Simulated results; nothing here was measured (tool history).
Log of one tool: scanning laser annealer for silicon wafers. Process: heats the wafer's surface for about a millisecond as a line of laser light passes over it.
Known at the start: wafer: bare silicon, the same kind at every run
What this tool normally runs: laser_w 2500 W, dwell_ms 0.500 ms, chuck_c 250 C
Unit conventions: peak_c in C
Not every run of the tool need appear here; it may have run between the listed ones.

| run | hour | laser_w | dwell_ms | chuck_c | peak_c |
|---|---|---|---|---|---|
| 1 | 0.0 | 2500 | 0.500 | 250 | 933 |
| 2 | 57.1 | 2500 | 0.500 | 250 | 934 |
| 3 | 83.3 | 2500 | 0.500 | 250 | 933 |
| 4 | 125.2 | 2500 | 0.500 | 250 | 935 |
| 5 | 162.5 | 2500 | 0.500 | 250 | 931 |
|  | 229.2 | optics aligned, line set to its width |
| 6 | 229.2 | 2500 | 0.445 | 250 | 902 |
| 7 | 285.1 | 2500 | 0.445 | 250 | 900 |
| 8 | 332.7 | 2500 | 0.500 | 228 | 924 |
| 9 | 386.9 | 2500 | 0.500 | 228 | 922 |
| 10 | 439.1 | 2500 | 0.500 | 250 | 941 |
| 11 | 475.8 | 2500 | 0.500 | 250 | 942 |
| 12 | 523.6 | 2500 | 0.500 | 250 | 941 |
| 13 | 572.4 | 2500 | 0.500 | 250 | 940 |
| 14 | 635.4 | 2500 | 0.500 | 250 | 939 |
| 15 | 686.3 | 2500 | 0.500 | 250 | 937 |
| 16 | 714.0 | 2500 | 0.500 | 250 | 940 |
| 17 | 763.4 | 2500 | 0.500 | 267 | 952 |
| 18 | 803.4 | 2500 | 0.500 | 267 | 955 |
| 19 | 847.8 | 2500 | 0.500 | 267 | 952 |
| 20 | 884.6 | 2432 | 0.502 | 250 | 915 |
| 21 | 929.2 | 2432 | 0.502 | 250 | 915 |
| 22 | 963.8 | 2432 | 0.502 | 250 | 914 |
| 23 | 1005.6 | 2169 | 0.502 | 277 | 861 |
| 24 | 1064.6 | 2169 | 0.502 | 277 | 856 |
| 25 | 1098.1 | 2169 | 0.502 | 277 | 857 |
|  | 1105.1 | window over the wafer cleaned |
| 26 | 1135.9 | 2695 | 0.558 | 253 | 1035 |
| 27 | 1185.6 | 2572 | 0.500 | 238 | 935 |
| 28 | 1228.6 | 2572 | 0.500 | 238 | 932 |
| 29 | 1261.6 | 2256 | 0.551 | 282 | 911 |
| 30 | 1312.9 | 2619 | 0.384 | 250 | 866 |
|  | 1320.0 | window over the wafer cleaned, once more |
| 31 | 1341.2 | 2619 | 0.384 | 250 | 884 |
| 32 | 1379.4 | 2658 | 0.500 | 250 | 995 |
| 33 | 1409.2 | 2340 | 0.405 | 237 | 807 |
| 34 | 1443.9 | 2358 | 0.395 | 237 | 805 |
| 35 | 1478.7 | 2358 | 0.395 | 237 | 808 |
| 36 | 1504.3 | 2500 | 0.418 | 250 | 876 |

A few steps of peak_c between consecutive runs. Split each: what settings, incoming material and random variation would produce without the hidden state, and what is left over for the hidden state, along with gauge scatter present in only one of the two compared results (measured, and without hidden state):
The hidden state here: light that passes the window, % of a clean one's; laser's true power over the reading, %; width of the line over the set one, %; drift of the gauge itself on peak_c, C.
Run 5 -> 6: dwell_ms 0.500 -> 0.445, optics aligned, line set to its width. peak_c -29 C: hidden state +12, all else -41.
Run 25 -> 26: laser_w 2169 -> 2695, dwell_ms 0.502 -> 0.558, chuck_c 277 -> 253, window over the wafer cleaned. peak_c +178 C: hidden state -16, all else +194.
Run 30 -> 31: window over the wafer cleaned, once more. peak_c +18 C: hidden state +18, all else +0.
Run 31 -> 32: laser_w 2619 -> 2658, dwell_ms 0.384 -> 0.500. peak_c +111 C: hidden state -3, all else +114.
Run 32 -> 33: laser_w 2658 -> 2340, dwell_ms 0.500 -> 0.405, chuck_c 250 -> 237. peak_c -188 C: hidden state +4, all else -192.
